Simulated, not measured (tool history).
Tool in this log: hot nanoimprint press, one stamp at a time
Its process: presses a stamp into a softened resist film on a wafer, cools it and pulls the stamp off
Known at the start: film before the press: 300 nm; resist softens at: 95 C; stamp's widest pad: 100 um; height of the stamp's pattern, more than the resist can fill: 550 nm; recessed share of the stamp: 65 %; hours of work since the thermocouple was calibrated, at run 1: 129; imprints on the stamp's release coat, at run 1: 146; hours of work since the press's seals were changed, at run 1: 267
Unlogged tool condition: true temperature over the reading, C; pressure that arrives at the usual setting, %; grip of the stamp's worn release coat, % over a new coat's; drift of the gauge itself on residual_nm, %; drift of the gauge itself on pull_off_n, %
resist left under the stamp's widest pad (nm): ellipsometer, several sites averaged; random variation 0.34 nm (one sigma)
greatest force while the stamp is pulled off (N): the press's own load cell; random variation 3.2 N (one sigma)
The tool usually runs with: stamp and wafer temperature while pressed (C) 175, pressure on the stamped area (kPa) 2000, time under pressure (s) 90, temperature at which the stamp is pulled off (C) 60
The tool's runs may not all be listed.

| run | hour | stamp and wafer temperature while pressed (C) | pressure on the stamped area (kPa) | time under pressure (s) | temperature at which the stamp is pulled off (C) | hours of work since the thermocouple was calibrated | imprints on the stamp's release coat | hours of work since the press's seals were changed | resist left under the stamp's widest pad (nm) | greatest force while the stamp is pulled off (N) |
|---|---|---|---|---|---|---|---|---|---|---|
| 1 | 0 | 175 | 2000 | 90 | 60 | 129 | 146 | 267 | 114.3 | 247 |
| 2 | 14.3 | 175 | 2000 | 78 | 60 | 137 | 210 | 275 | 120.8 | 256 |
| 3 | 27.1 | 175 | 2000 | 90 | 60 | 144 | 267 | 283 | 114.1 | 259 |
| 4 | 41.7 | 175 | 2000 | 90 | 47 | 153 | 332 | 291 | 114.8 | 358 |
| 5 | 57 | 175 | 2000 | 90 | 47 | 161 | 401 | 299 | 114.5 | 371 |
| 6 | 68.4 | 175 | 2000 | 90 | 47 | 168 | 452 | 306 | 114.7 | 378 |
|  | 86.6 | stamp cleaned and given a new release coat |
| 7 | 87.8 | 175 | 2000 | 90 | 47 | 175 | 5 | 313 | 114.9 | 339 |
| 8 | 100.9 | 175 | 2000 | 90 | 47 | 182 | 64 | 321 | 114.3 | 339 |
| 9 | 116.5 | 175 | 2000 | 90 | 47 | 191 | 133 | 329 | 114.9 | 334 |
| 10 | 127.7 | 175 | 2000 | 90 | 47 | 197 | 183 | 336 | 114.7 | 351 |
| 11 | 141 | 175 | 2000 | 90 | 47 | 205 | 243 | 343 | 115.1 | 344 |
| 12 | 154.4 | 184 | 2000 | 90 | 47 | 213 | 303 | 351 | 91.3 | 357 |
| 13 | 163.2 | 184 | 2000 | 90 | 54 | 217 | 342 | 356 | 90.9 | 309 |
| 14 | 178.5 | 184 | 2000 | 90 | 54 | 226 | 411 | 364 | 90.9 | 313 |
| 15 | 192.9 | 175 | 2000 | 90 | 60 | 234 | 475 | 372 | 115.2 | 273 |
| 16 | 200 | 175 | 1840 | 90 | 60 | 238 | 506 | 376 | 120.7 | 276 |
|  | 207.4 | stamp cleaned and given a new release coat |
| 17 | 219.4 | 170 | 2000 | 167 | 52 | 246 | 54 | 384 | 104.7 | 301 |
| 18 | 228.1 | 170 | 2000 | 167 | 52 | 250 | 92 | 389 | 104.9 | 308 |
|  | 231.8 | plate thermocouple calibrated |
| 19 | 242.8 | 169 | 2000 | 71 | 52 | 6 | 145 | 395 | 148.2 | 305 |
| 20 | 253.1 | 169 | 2000 | 71 | 52 | 12 | 191 | 401 | 148.2 | 319 |
| 21 | 267.1 | 167 | 2000 | 50 | 60 | 20 | 254 | 409 | 174.4 | 252 |
| 22 | 281.8 | 166 | 1270 | 72 | 59 | 28 | 319 | 417 | 192.5 | 273 |
|  | 287.1 | plate thermocouple calibrated, once more |
| 23 | 296.8 | 166 | 1270 | 72 | 59 | 5 | 373 | 424 | 189 | 266 |
| 24 | 309.9 | 183 | 2380 | 54 | 59 | 13 | 431 | 431 | 102.5 | 270 |
| 25 | 324.9 | 183 | 2380 | 53 | 49 | 21 | 498 | 440 | 103.4 | 355 |
|  | 333.6 | stamp cleaned and given a new release coat |
| 26 | 339.8 | 172 | 2530 | 160 | 66 | 26 | 27 | 445 | 87.2 | 193 |
| 27 | 348.9 | 173 | 2000 | 90 | 60 | 31 | 68 | 450 | 119 | 249 |
| 28 | 356.7 | 175 | 2000 | 99 | 53 | 36 | 103 | 454 | 109.5 | 292 |
| 29 | 364.3 | 165 | 2000 | 99 | 47 | 40 | 137 | 458 | 144.6 | 339 |

Forecast each of these 3 alternatives for the next run:
| A | 371.9 | 175 | 2000 | 101 | 60 | 44 | 171 | 463 | ? | ? |
| B | 371.9 | 165 | 1430 | 99 | 51 | 44 | 171 | 463 | ? | ? |
| C | 371.9 | 183 | 2000 | 118 | 48 | 44 | 171 | 463 | ? | ? |

| run | resist left under the stamp's widest pad (nm) | greatest force while the stamp is pulled off (N) |
|---|---|---|
| A | 108.7 | 245 |
| B | 168.1 | 322 |
| C | 82.4 | 342 |
What these runs would have given with no unlogged condition in the tool:
| run | resist left under the stamp's widest pad (nm) | greatest force while the stamp is pulled off (N) |
|---|---|---|
| A | 108 | 235 |
| B | 167.5 | 308 |
| C | 81.8 | 328 |

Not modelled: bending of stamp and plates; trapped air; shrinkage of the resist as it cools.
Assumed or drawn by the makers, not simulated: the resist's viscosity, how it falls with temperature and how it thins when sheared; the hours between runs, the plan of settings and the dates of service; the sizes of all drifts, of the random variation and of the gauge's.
